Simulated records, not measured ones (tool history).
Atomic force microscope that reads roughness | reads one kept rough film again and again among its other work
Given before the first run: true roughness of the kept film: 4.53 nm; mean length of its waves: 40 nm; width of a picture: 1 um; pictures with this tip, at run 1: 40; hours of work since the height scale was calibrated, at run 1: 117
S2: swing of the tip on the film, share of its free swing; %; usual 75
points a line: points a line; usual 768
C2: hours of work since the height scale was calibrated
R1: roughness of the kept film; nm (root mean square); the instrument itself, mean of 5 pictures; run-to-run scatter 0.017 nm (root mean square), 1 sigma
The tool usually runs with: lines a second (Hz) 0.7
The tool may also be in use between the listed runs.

{"run": 1, "hour": 0.0, "lines a second (Hz)": 0.7, "S2": 75, "points a line": 768, "pictures with this tip": 40, "C2": 117, "R1": 3.574}
{"hour": 23.8, "done": "new tip fitted"}
{"run": 2, "hour": 41.8, "lines a second (Hz)": 0.66, "S2": 75, "points a line": 768, "pictures with this tip": 23, "C2": 140, "R1": 3.748}
{"hour": 76.0, "done": "new tip fitted"}
{"run": 3, "hour": 80.3, "lines a second (Hz)": 0.7, "S2": 67, "points a line": 768, "pictures with this tip": 6, "C2": 162, "R1": 3.994}
{"run": 4, "hour": 125.0, "lines a second (Hz)": 0.7, "S2": 67, "points a line": 768, "pictures with this tip": 65, "C2": 187, "R1": 3.404}
{"hour": 128.8, "done": "new tip fitted"}
{"run": 5, "hour": 169.7, "lines a second (Hz)": 0.7, "S2": 75, "points a line": 768, "pictures with this tip": 54, "C2": 211, "R1": 3.418}
{"hour": 182.0, "done": "new tip fitted"}
{"run": 6, "hour": 198.9, "lines a second (Hz)": 0.7, "S2": 75, "points a line": 768, "pictures with this tip": 23, "C2": 228, "R1": 3.732}
{"hour": 203.6, "done": "height scale calibrated on a step standard"}
{"hour": 237.8, "done": "new tip fitted"}
{"run": 7, "hour": 246.6, "lines a second (Hz)": 0.7, "S2": 75, "points a line": 768, "pictures with this tip": 11, "C2": 24, "R1": 3.873}
{"run": 8, "hour": 275.4, "lines a second (Hz)": 0.7, "S2": 75, "points a line": 768, "pictures with this tip": 49, "C2": 40, "R1": 3.476}
{"hour": 291.4, "done": "new tip fitted"}
{"run": 9, "hour": 306.9, "lines a second (Hz)": 0.7, "S2": 75, "points a line": 768, "pictures with this tip": 21, "C2": 57, "R1": 3.745}
{"hour": 344.4, "done": "new tip fitted"}
{"run": 10, "hour": 344.4, "lines a second (Hz)": 0.7, "S2": 75, "points a line": 379, "pictures with this tip": 0, "C2": 78, "R1": 3.974}
{"run": 11, "hour": 385.6, "lines a second (Hz)": 0.7, "S2": 75, "points a line": 379, "pictures with this tip": 54, "C2": 101, "R1": 3.4}
{"hour": 397.8, "done": "new tip fitted"}
{"hour": 415.0, "done": "height scale calibrated on a step standard, once more"}
{"run": 12, "hour": 422.9, "lines a second (Hz)": 0.7, "S2": 75, "points a line": 379, "pictures with this tip": 31, "C2": 4, "R1": 3.625}
{"hour": 450.4, "done": "new tip fitted"}
{"run": 13, "hour": 456.3, "lines a second (Hz)": 1.906, "S2": 86, "points a line": 686, "pictures with this tip": 8, "C2": 23, "R1": 3.339}

Forecast each of these 4 alternatives for the next run:
{"run": "A", "hour": 492.6, "lines a second (Hz)": 1.826, "S2": 82, "points a line": 297, "pictures with this tip": 55, "C2": 43, "R1": "?"}
{"run": "B", "hour": 492.6, "lines a second (Hz)": 0.7, "S2": 81, "points a line": 768, "pictures with this tip": 55, "C2": 43, "R1": "?"}
{"run": "C", "hour": 492.6, "lines a second (Hz)": 0.59, "S2": 75, "points a line": 943, "pictures with this tip": 55, "C2": 43, "R1": "?"}
{"run": "D", "hour": 492.6, "lines a second (Hz)": 3.296, "S2": 75, "points a line": 768, "pictures with this tip": 55, "C2": 43, "R1": "?"}

run=A R1=3.025
run=B R1=3.385
run=C R1=3.46
run=D R1=2.926
Without the tool's unlogged condition, the same runs would have read:
run=A R1=3.528
run=B R1=3.948
run=C R1=4.035
run=D R1=3.413
